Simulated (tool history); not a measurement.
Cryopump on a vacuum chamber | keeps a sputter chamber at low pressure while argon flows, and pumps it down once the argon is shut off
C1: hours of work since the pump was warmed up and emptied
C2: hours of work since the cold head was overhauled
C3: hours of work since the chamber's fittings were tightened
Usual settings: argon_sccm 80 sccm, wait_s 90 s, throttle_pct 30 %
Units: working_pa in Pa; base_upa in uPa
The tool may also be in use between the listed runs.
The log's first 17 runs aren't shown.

{"run": 18, "hour": 1174.3, "argon_sccm": 91, "wait_s": 44, "throttle_pct": 25, "C1": 76, "C2": 2931, "C3": 1669, "working_pa": 0.319, "base_upa": 2.73}
{"run": 19, "hour": 1246.5, "argon_sccm": 119, "wait_s": 41, "throttle_pct": 42, "C1": 129, "C2": 2983, "C3": 1721, "working_pa": 0.2559, "base_upa": 2.98}
{"run": 20, "hour": 1299.7, "argon_sccm": 80, "wait_s": 162, "throttle_pct": 26, "C1": 167, "C2": 3022, "C3": 1760, "working_pa": 0.275, "base_upa": 1.68}
{"run": 21, "hour": 1348.0, "argon_sccm": 80, "wait_s": 35, "throttle_pct": 31, "C1": 203, "C2": 3057, "C3": 1795, "working_pa": 0.2333, "base_upa": 3.44}
{"run": 22, "hour": 1423.7, "argon_sccm": 101, "wait_s": 29, "throttle_pct": 30, "C1": 258, "C2": 3112, "C3": 1850, "working_pa": 0.3069, "base_upa": 3.86}
{"run": 23, "hour": 1493.2, "argon_sccm": 101, "wait_s": 29, "throttle_pct": 30, "C1": 308, "C2": 3163, "C3": 1901, "working_pa": 0.3093, "base_upa": 3.91}
{"run": 24, "hour": 1539.6, "argon_sccm": 101, "wait_s": 29, "throttle_pct": 30, "C1": 342, "C2": 3196, "C3": 1934, "working_pa": 0.3107, "base_upa": 3.96}
{"hour": 1603.0, "done": "pump warmed up, emptied and cooled again"}
{"run": 25, "hour": 1632.6, "argon_sccm": 101, "wait_s": 29, "throttle_pct": 30, "C1": 22, "C2": 3260, "C3": 1998, "working_pa": 0.2956, "base_upa": 3.83}
{"run": 26, "hour": 1712.2, "argon_sccm": 88, "wait_s": 29, "throttle_pct": 30, "C1": 79, "C2": 3318, "C3": 2056, "working_pa": 0.2596, "base_upa": 3.9}
{"run": 27, "hour": 1790.2, "argon_sccm": 88, "wait_s": 29, "throttle_pct": 30, "C1": 136, "C2": 3375, "C3": 2113, "working_pa": 0.2628, "base_upa": 4.03}
{"run": 28, "hour": 1845.2, "argon_sccm": 76, "wait_s": 246, "throttle_pct": 21, "C1": 176, "C2": 3415, "C3": 2153, "working_pa": 0.3201, "base_upa": 1.77}
{"run": 29, "hour": 1942.0, "argon_sccm": 80, "wait_s": 137, "throttle_pct": 27, "C1": 246, "C2": 3485, "C3": 2223, "working_pa": 0.2695, "base_upa": 2.09}
{"run": 30, "hour": 1994.6, "argon_sccm": 80, "wait_s": 71, "throttle_pct": 30, "C1": 285, "C2": 3524, "C3": 2261, "working_pa": 0.2446, "base_upa": 2.75}
{"run": 31, "hour": 2067.0, "argon_sccm": 68, "wait_s": 68, "throttle_pct": 30, "C1": 337, "C2": 3576, "C3": 2314, "working_pa": 0.2086, "base_upa": 2.81}
{"hour": 2135.8, "done": "pump warmed up, emptied and cooled again"}
{"run": 32, "hour": 2142.3, "argon_sccm": 58, "wait_s": 175, "throttle_pct": 30, "C1": 5, "C2": 3627, "C3": 2365, "working_pa": 0.1683, "base_upa": 1.91}
{"run": 33, "hour": 2196.0, "argon_sccm": 72, "wait_s": 29, "throttle_pct": 17, "C1": 44, "C2": 3666, "C3": 2404, "working_pa": 0.3706, "base_upa": 4.07}
{"run": 34, "hour": 2255.2, "argon_sccm": 104, "wait_s": 90, "throttle_pct": 30, "C1": 87, "C2": 3709, "C3": 2447, "working_pa": 0.3072, "base_upa": 2.43}

4 ways to go on from here, each from the tool as it stands after run 34. What would each give?
{"run": "A", "hour": 2331.5, "argon_sccm": 104, "wait_s": 74, "throttle_pct": 30, "C1": 142, "C2": 3765, "C3": 2503, "working_pa": "?", "base_upa": "?"}
{"run": "B", "hour": 2331.5, "argon_sccm": 80, "wait_s": 90, "throttle_pct": 56, "C1": 142, "C2": 3765, "C3": 2503, "working_pa": "?", "base_upa": "?"}
{"run": "C", "hour": 2331.5, "argon_sccm": 155, "wait_s": 259, "throttle_pct": 30, "C1": 142, "C2": 3765, "C3": 2503, "working_pa": "?", "base_upa": "?"}
{"run": "D", "hour": 2331.5, "argon_sccm": 104, "wait_s": 268, "throttle_pct": 30, "C1": 142, "C2": 3765, "C3": 2503, "working_pa": "?", "base_upa": "?"}

run=A working_pa=0.3091 base_upa=2.66
run=B working_pa=0.1311 base_upa=2.52
run=C working_pa=0.4647 base_upa=1.94
run=D working_pa=0.31 base_upa=2
Without the tool's hidden state the same runs would have given:
run=A working_pa=0.3005 base_upa=1.11
run=B working_pa=0.1244 base_upa=0.98
run=C working_pa=0.4518 base_upa=0.42
run=D working_pa=0.3013 base_upa=0.44
